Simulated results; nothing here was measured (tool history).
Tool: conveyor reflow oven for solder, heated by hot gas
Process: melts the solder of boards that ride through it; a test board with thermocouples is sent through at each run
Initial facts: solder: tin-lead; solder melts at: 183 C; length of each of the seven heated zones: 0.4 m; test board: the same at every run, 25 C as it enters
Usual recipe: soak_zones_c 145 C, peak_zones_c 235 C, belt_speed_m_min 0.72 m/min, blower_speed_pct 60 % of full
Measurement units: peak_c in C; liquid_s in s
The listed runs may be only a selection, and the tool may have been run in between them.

run   hour  soak_zones_c  peak_zones_c  belt_speed_m_min  blower_speed_pct  peak_c  liquid_s
  1      0           145           235              0.72                60   213.8      49.2
  2   18.8           145           235              0.72                60     214      48.7
  3   32.6           145           235              0.72                60   214.1      48.8
  4   45.1           145           235             0.845                60   207.8      36.5
  5   65.4           145           235              0.72                60   213.9        49
  6   90.3           145           235             0.845                60   207.7      36.1
  7  114.4           145           235             0.845                60   207.9      35.9
  8    136           145           235             0.845                60     208      36.2
  9  150.9           145           224              0.72                60     205      41.3
 10  175.1           154           235              0.72                60   216.1      54.1
 11  190.7           154           235              0.72                60   216.4        54
 12  201.6           154           235              0.72                60     216      53.8
 13  212.6           145           241              0.72                60   218.7      52.2
 14  229.8           145           241              0.72                60   218.9      52.5
 15  250.5           145           241              0.72                60     219      52.4
 16  266.2           145           241              0.72                60     219      52.3
 17    292           145           241              0.72                60     219      52.7
 18    312           145           240             0.644                60   222.2      61.4
 19  324.6           142           240             0.685                60   219.3      54.7
 20  340.9           145           235             0.732                60   213.4      47.7
 21  360.6           145           233             0.858                77   212.5        40
 22  371.6           145           233             0.858                77   212.8      40.2
 23  387.1           145           235             0.724                75     219      53.1
 24  398.7           145           235             0.724                75   219.1      53.4
 25  420.6           145           235              0.62                60   218.8      62.4
 26  434.9           145           224              0.72                83   211.8      48.9
 27  456.9           156           248              0.72                66   229.5      62.3
 28  474.2           160           235             0.678                60   219.2      62.7
 29  484.9           160           249             0.804                60     225      55.1
 30  501.5           160           249             0.804                60     225      54.9

Consider 5 possible next runs. They are alternatives, not a sequence: every one starts from the tool as it was left by run 30. What does each give?
  A  523.2           145           249             0.672                60       ?         ?
  B  523.2           160           249             0.804                52       ?         ?
  C  523.2           132           239             0.804                60       ?         ?
  D  523.2           145           242             0.713                54       ?         ?
  E  523.2           160           249             0.804                79       ?         ?

run  peak_c  liquid_s
  A   228.2      62.3
  B   220.8      52.2
  C   209.5      36.1
  D   217.5      51.3
  E     232        59
Without the tool's hidden state the same runs would have given:
run  peak_c  liquid_s
  A   228.2      62.2
  B   220.8      52.2
  C   209.5      36.1
  D   217.5      51.3
  E     232        59
